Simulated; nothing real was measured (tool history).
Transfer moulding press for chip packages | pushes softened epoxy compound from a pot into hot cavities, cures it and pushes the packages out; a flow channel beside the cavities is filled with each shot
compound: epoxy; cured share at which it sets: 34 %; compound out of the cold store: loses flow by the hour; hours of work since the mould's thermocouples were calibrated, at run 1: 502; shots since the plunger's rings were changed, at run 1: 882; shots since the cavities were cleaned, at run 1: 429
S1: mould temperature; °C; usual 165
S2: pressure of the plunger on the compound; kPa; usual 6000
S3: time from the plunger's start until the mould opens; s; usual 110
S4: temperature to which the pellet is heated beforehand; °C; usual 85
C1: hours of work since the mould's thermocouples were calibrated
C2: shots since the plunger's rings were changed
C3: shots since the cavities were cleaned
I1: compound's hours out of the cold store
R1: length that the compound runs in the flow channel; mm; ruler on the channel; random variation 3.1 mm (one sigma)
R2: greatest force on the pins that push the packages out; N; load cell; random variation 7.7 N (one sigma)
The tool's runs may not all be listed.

{"run": 1, "hour": 0.0, "S1": 165, "S2": 6000, "S3": 110, "S4": 85, "C1": 502, "C2": 882, "C3": 429, "I1": 32.2, "R1": 810, "R2": 537}
{"run": 2, "hour": 32.0, "S1": 165, "S2": 6000, "S3": 110, "S4": 85, "C1": 520, "C2": 1192, "C3": 739, "I1": 29.0, "R1": 805, "R2": 617}
{"hour": 52.5, "done": "cavities cleaned with cleaning compound and waxed"}
{"hour": 79.3, "done": "mould's thermocouples calibrated"}
{"run": 3, "hour": 105.0, "S1": 165, "S2": 6000, "S3": 110, "S4": 85, "C1": 15, "C2": 1864, "C3": 488, "I1": 8.7, "R1": 849, "R2": 802}
{"hour": 153.9, "done": "cavities cleaned with cleaning compound and waxed"}
{"run": 4, "hour": 172.3, "S1": 165, "S2": 6000, "S3": 113, "S4": 85, "C1": 52, "C2": 2502, "C3": 178, "I1": 15.8, "R1": 824, "R2": 414}
{"run": 5, "hour": 208.1, "S1": 165, "S2": 6460, "S3": 110, "S4": 85, "C1": 72, "C2": 2848, "C3": 524, "I1": 34.3, "R1": 818, "R2": 554}
{"hour": 250.9, "done": "cavities cleaned with cleaning compound and waxed"}
{"run": 6, "hour": 266.3, "S1": 165, "S2": 6000, "S3": 110, "S4": 85, "C1": 104, "C2": 3397, "C3": 149, "I1": 26.8, "R1": 797, "R2": 429}
{"run": 7, "hour": 341.9, "S1": 165, "S2": 6000, "S3": 110, "S4": 85, "C1": 147, "C2": 4129, "C3": 881, "I1": 23.5, "R1": 797, "R2": 636}
{"hour": 348.2, "done": "cavities cleaned with cleaning compound and waxed"}
{"hour": 373.0, "done": "plunger's sealing rings changed"}
{"run": 8, "hour": 399.0, "S1": 165, "S2": 6000, "S3": 110, "S4": 85, "C1": 177, "C2": 252, "C3": 468, "I1": 47.5, "R1": 791, "R2": 538}
{"hour": 417.2, "done": "cavities cleaned with cleaning compound and waxed, once more"}
{"run": 9, "hour": 469.2, "S1": 165, "S2": 6000, "S3": 117, "S4": 85, "C1": 216, "C2": 917, "C3": 504, "I1": 37.4, "R1": 804, "R2": 511}
{"run": 10, "hour": 502.9, "S1": 165, "S2": 6000, "S3": 117, "S4": 85, "C1": 235, "C2": 1243, "C3": 830, "I1": 29.8, "R1": 816, "R2": 604}
{"hour": 515.6, "done": "cavities cleaned with cleaning compound and waxed"}
{"run": 11, "hour": 547.0, "S1": 165, "S2": 6000, "S3": 117, "S4": 76, "C1": 260, "C2": 1655, "C3": 303, "I1": 19.4, "R1": 834, "R2": 448}
{"run": 12, "hour": 594.0, "S1": 165, "S2": 6000, "S3": 110, "S4": 82, "C1": 286, "C2": 2111, "C3": 759, "I1": 47.0, "R1": 776, "R2": 609}
{"hour": 614.1, "done": "cavities cleaned with cleaning compound and waxed"}
{"run": 13, "hour": 636.2, "S1": 165, "S2": 6000, "S3": 110, "S4": 82, "C1": 309, "C2": 2504, "C3": 213, "I1": 31.0, "R1": 801, "R2": 439}

The next listed run, before its measurement:
{"run": 14, "hour": 694.3, "S1": 167, "S2": 5060, "S3": 141, "S4": 90, "C1": 342, "C2": 3067, "C3": 776, "I1": 32.4, "R1": "?", "R2": "?"}

{"run 14": {"R1": 721, "R2": 543}}
Without the tool's hidden state the same run would have given R1 752 mm, R2 280 N.
